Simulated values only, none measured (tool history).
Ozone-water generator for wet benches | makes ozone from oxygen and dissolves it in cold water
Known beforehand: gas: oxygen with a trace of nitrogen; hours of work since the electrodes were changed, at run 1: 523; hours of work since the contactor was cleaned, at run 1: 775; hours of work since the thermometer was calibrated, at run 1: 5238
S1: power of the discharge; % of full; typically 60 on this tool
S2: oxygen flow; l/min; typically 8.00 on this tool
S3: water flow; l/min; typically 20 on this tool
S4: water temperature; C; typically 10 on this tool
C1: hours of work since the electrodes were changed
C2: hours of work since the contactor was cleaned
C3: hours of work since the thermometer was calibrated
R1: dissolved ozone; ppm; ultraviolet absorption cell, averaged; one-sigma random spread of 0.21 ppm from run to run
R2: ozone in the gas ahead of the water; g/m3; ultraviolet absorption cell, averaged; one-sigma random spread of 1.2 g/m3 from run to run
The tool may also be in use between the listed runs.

run    hour  S1    S2  S3  S4    C1    C2    C3    R1     R2
  1     0.0  60  8.00  20  10   523   775  5238  29.7  214.6
  2    54.4  74  8.00  20  10   559   810  5273  33.8  246.6
  3    93.6  74  8.00  20  10   585   836  5299  33.8  245.1
  4   140.0  74  8.00  20  10   615   867  5329  33.9  244.8
  5   195.2  60  8.00  20  10   651   903  5366  29.9  217.0
  6   237.0  60  8.00  20  10   679   930  5393  30.2  214.4
      254.1  -- water thermometer calibrated
  7   300.3  60  8.00  16  10   720   971    30  35.1  214.2
  8   372.2  60  8.00  16  10   767  1018    77  34.9  215.6
  9   427.7  60  8.00  16  10   803  1054   114  35.2  216.4
 10   478.8  60  8.00  25  10   836  1088   147  25.0  216.6
 11   541.2  60  8.00  25  10   877  1129   188  25.1  214.2
 12   582.8  60  8.00  25  10   904  1156   215  25.0  216.6
 13   613.9  60  8.00  25  10   925  1176   235  25.2  218.5
 14   659.2  60  8.00  20  10   954  1206   265  30.2  215.6
 15   722.0  60  8.00  20  10   995  1247   306  30.0  215.8
 16   790.0  60  8.00  20  10  1040  1291   351  29.9  216.5
 17   831.7  60  8.00  20  12  1067  1319   378  28.9  215.5
 18   888.4  60  8.00  21  12  1104  1356   415  27.8  214.3
 19   929.2  60  8.00  21  16  1131  1382   442  26.0  217.3
 20   998.6  60  8.00  21  16  1176  1428   487  26.3  216.7
 21  1049.2  97  7.75  30  17  1210  1461   520  25.7  292.3
 22  1093.6  64  5.87  24  17  1239  1490   549  23.8  260.2

Run 23 is up next; what results do you expect?
 23  1129.6  64  5.87  24  17  1262  1514  573   ?   ?

R1: 23.8 ppm
R2: 260.2 g/m3
With no hidden state in the tool, this same run would have given R1 23.8 ppm, R2 260.2 g/m3.
